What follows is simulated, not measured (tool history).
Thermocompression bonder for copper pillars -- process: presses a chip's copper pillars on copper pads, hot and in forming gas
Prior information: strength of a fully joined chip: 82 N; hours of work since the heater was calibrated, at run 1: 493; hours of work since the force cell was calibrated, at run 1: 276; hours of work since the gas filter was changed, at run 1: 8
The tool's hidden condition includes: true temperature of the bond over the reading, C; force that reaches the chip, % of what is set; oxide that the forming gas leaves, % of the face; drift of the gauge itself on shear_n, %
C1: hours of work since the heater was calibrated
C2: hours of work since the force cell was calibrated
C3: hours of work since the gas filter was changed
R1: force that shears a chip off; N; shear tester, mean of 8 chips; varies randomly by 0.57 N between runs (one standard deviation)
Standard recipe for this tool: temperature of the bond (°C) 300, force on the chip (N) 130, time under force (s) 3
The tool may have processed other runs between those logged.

{"run": 1, "day": 0.0, "temperature of the bond (°C)": 300, "force on the chip (N)": 130, "time under force (s)": 3, "C1": 493, "C2": 276, "C3": 8, "R1": 36.5}
{"run": 2, "day": 2.242, "temperature of the bond (°C)": 300, "force on the chip (N)": 183, "time under force (s)": 3, "C1": 533, "C2": 315, "C3": 47, "R1": 42.6}
{"run": 3, "day": 3.583, "temperature of the bond (°C)": 300, "force on the chip (N)": 97, "time under force (s)": 3, "C1": 556, "C2": 338, "C3": 70, "R1": 29.4}
{"run": 4, "day": 5.838, "temperature of the bond (°C)": 300, "force on the chip (N)": 97, "time under force (s)": 3, "C1": 595, "C2": 378, "C3": 109, "R1": 30.1}
{"run": 5, "day": 7.088, "temperature of the bond (°C)": 300, "force on the chip (N)": 97, "time under force (s)": 3, "C1": 617, "C2": 399, "C3": 131, "R1": 30.2}
{"run": 6, "day": 9.179, "temperature of the bond (°C)": 300, "force on the chip (N)": 97, "time under force (s)": 3, "C1": 654, "C2": 436, "C3": 168, "R1": 28.4}
{"run": 7, "day": 10.875, "temperature of the bond (°C)": 300, "force on the chip (N)": 97, "time under force (s)": 5, "C1": 683, "C2": 466, "C3": 197, "R1": 35}
{"run": 8, "day": 12.683, "temperature of the bond (°C)": 300, "force on the chip (N)": 97, "time under force (s)": 5, "C1": 715, "C2": 497, "C3": 229, "R1": 34.3}
{"run": 9, "day": 14.858, "temperature of the bond (°C)": 300, "force on the chip (N)": 130, "time under force (s)": 3, "C1": 753, "C2": 535, "C3": 267, "R1": 34}
{"run": 10, "day": 16.204, "temperature of the bond (°C)": 300, "force on the chip (N)": 130, "time under force (s)": 3, "C1": 776, "C2": 559, "C3": 290, "R1": 33.3}
{"run": 11, "day": 17.854, "temperature of the bond (°C)": 300, "force on the chip (N)": 130, "time under force (s)": 3, "C1": 805, "C2": 587, "C3": 319, "R1": 32.6}
{"run": 12, "day": 19.675, "temperature of the bond (°C)": 300, "force on the chip (N)": 130, "time under force (s)": 3, "C1": 837, "C2": 619, "C3": 351, "R1": 31.4}
{"day": 19.808, "done": "forming gas filter changed"}
{"run": 13, "day": 20.988, "temperature of the bond (°C)": 300, "force on the chip (N)": 130, "time under force (s)": 3, "C1": 859, "C2": 642, "C3": 21, "R1": 35.6}
{"run": 14, "day": 23.358, "temperature of the bond (°C)": 300, "force on the chip (N)": 130, "time under force (s)": 3, "C1": 901, "C2": 683, "C3": 62, "R1": 35.3}
{"run": 15, "day": 25.262, "temperature of the bond (°C)": 300, "force on the chip (N)": 130, "time under force (s)": 3, "C1": 934, "C2": 716, "C3": 95, "R1": 36.1}
{"run": 16, "day": 27.371, "temperature of the bond (°C)": 300, "force on the chip (N)": 130, "time under force (s)": 3, "C1": 971, "C2": 753, "C3": 132, "R1": 35}
{"run": 17, "day": 29.417, "temperature of the bond (°C)": 300, "force on the chip (N)": 130, "time under force (s)": 3, "C1": 1007, "C2": 789, "C3": 168, "R1": 35.4}
{"run": 18, "day": 31.088, "temperature of the bond (°C)": 300, "force on the chip (N)": 190, "time under force (s)": 3, "C1": 1036, "C2": 818, "C3": 197, "R1": 42}
{"run": 19, "day": 32.621, "temperature of the bond (°C)": 300, "force on the chip (N)": 118, "time under force (s)": 3, "C1": 1063, "C2": 845, "C3": 224, "R1": 32.5}
{"run": 20, "day": 33.683, "temperature of the bond (°C)": 283, "force on the chip (N)": 118, "time under force (s)": 3, "C1": 1081, "C2": 863, "C3": 242, "R1": 26.3}
{"run": 21, "day": 35.625, "temperature of the bond (°C)": 283, "force on the chip (N)": 118, "time under force (s)": 3, "C1": 1115, "C2": 897, "C3": 276, "R1": 26.8}
{"run": 22, "day": 37.725, "temperature of the bond (°C)": 283, "force on the chip (N)": 118, "time under force (s)": 3, "C1": 1152, "C2": 934, "C3": 313, "R1": 25.8}
{"day": 38.871, "done": "force cell calibrated"}
{"run": 23, "day": 39.417, "temperature of the bond (°C)": 278, "force on the chip (N)": 126, "time under force (s)": 3, "C1": 1180, "C2": 10, "C3": 341, "R1": 24.7}
{"day": 40.221, "done": "forming gas filter changed"}
{"run": 24, "day": 41.092, "temperature of the bond (°C)": 302, "force on the chip (N)": 90, "time under force (s)": 3, "C1": 1209, "C2": 38, "C3": 15, "R1": 31.1}
{"run": 25, "day": 42.35, "temperature of the bond (°C)": 302, "force on the chip (N)": 90, "time under force (s)": 3, "C1": 1231, "C2": 60, "C3": 37, "R1": 31.6}
{"run": 26, "day": 43.738, "temperature of the bond (°C)": 288, "force on the chip (N)": 182, "time under force (s)": 3, "C1": 1255, "C2": 85, "C3": 61, "R1": 38.7}
{"run": 27, "day": 45.575, "temperature of the bond (°C)": 292, "force on the chip (N)": 79, "time under force (s)": 3, "C1": 1287, "C2": 117, "C3": 93, "R1": 25.5}
{"run": 28, "day": 47.888, "temperature of the bond (°C)": 295, "force on the chip (N)": 119, "time under force (s)": 2, "C1": 1328, "C2": 157, "C3": 134, "R1": 29.2}
{"run": 29, "day": 49.621, "temperature of the bond (°C)": 295, "force on the chip (N)": 119, "time under force (s)": 2, "C1": 1358, "C2": 187, "C3": 164, "R1": 28.6}
{"run": 30, "day": 51.292, "temperature of the bond (°C)": 304, "force on the chip (N)": 159, "time under force (s)": 5, "C1": 1387, "C2": 216, "C3": 193, "R1": 47.8}
{"run": 31, "day": 52.8, "temperature of the bond (°C)": 304, "force on the chip (N)": 159, "time under force (s)": 5, "C1": 1413, "C2": 243, "C3": 220, "R1": 46.4}
{"run": 32, "day": 55.004, "temperature of the bond (°C)": 300, "force on the chip (N)": 87, "time under force (s)": 4, "C1": 1452, "C2": 281, "C3": 258, "R1": 31.1}
{"run": 33, "day": 56.812, "temperature of the bond (°C)": 323, "force on the chip (N)": 85, "time under force (s)": 2, "C1": 1483, "C2": 313, "C3": 290, "R1": 28.8}
{"run": 34, "day": 58.942, "temperature of the bond (°C)": 276, "force on the chip (N)": 85, "time under force (s)": 2, "C1": 1521, "C2": 350, "C3": 327, "R1": 16.6}
{"run": 35, "day": 60.229, "temperature of the bond (°C)": 327, "force on the chip (N)": 81, "time under force (s)": 6, "C1": 1543, "C2": 373, "C3": 349, "R1": 42.9}
{"day": 60.45, "done": "forming gas filter changed"}
{"run": 36, "day": 61.788, "temperature of the bond (°C)": 327, "force on the chip (N)": 81, "time under force (s)": 6, "C1": 1570, "C2": 399, "C3": 23, "R1": 48.3}
{"run": 37, "day": 64.142, "temperature of the bond (°C)": 292, "force on the chip (N)": 130, "time under force (s)": 4, "C1": 1611, "C2": 440, "C3": 64, "R1": 38}
{"run": 38, "day": 66.388, "temperature of the bond (°C)": 321, "force on the chip (N)": 130, "time under force (s)": 4, "C1": 1650, "C2": 480, "C3": 104, "R1": 49.5}
{"run": 39, "day": 68.717, "temperature of the bond (°C)": 321, "force on the chip (N)": 130, "time under force (s)": 4, "C1": 1691, "C2": 520, "C3": 144, "R1": 48.3}
{"run": 40, "day": 69.912, "temperature of the bond (°C)": 321, "force on the chip (N)": 130, "time under force (s)": 4, "C1": 1712, "C2": 541, "C3": 165, "R1": 48.9}

Below, some changes in R1 between adjacent runs. For each, the amount present without the hidden state too (settings, incoming material, random variation) and the amount remaining for the hidden state with gauge scatter not shared by both compared results:
Run 12 -> 13: forming gas filter changed. R1 +4.2 N: hidden state +4, all else +0.2.
Run 23 -> 24: temperature of the bond (°C) 278 -> 302, force on the chip (N) 126 -> 90, forming gas filter changed. R1 +6.4 N: hidden state +3, all else +3.4.
Run 29 -> 30: temperature of the bond (°C) 295 -> 304, force on the chip (N) 119 -> 159, time under force (s) 2 -> 5. R1 +19.2 N: hidden state -1.1, all else +20.3.
Run 31 -> 32: temperature of the bond (°C) 304 -> 300, force on the chip (N) 159 -> 87, time under force (s) 5 -> 4. R1 -15.3 N: hidden state +0.4, all else -15.7.
Run 34 -> 35: temperature of the bond (°C) 276 -> 327, force on the chip (N) 85 -> 81, time under force (s) 2 -> 6. R1 +26.3 N: hidden state -2.5, all else +28.8.
Run 35 -> 36: forming gas filter changed. R1 +5.4 N: hidden state +5.1, all else +0.3.

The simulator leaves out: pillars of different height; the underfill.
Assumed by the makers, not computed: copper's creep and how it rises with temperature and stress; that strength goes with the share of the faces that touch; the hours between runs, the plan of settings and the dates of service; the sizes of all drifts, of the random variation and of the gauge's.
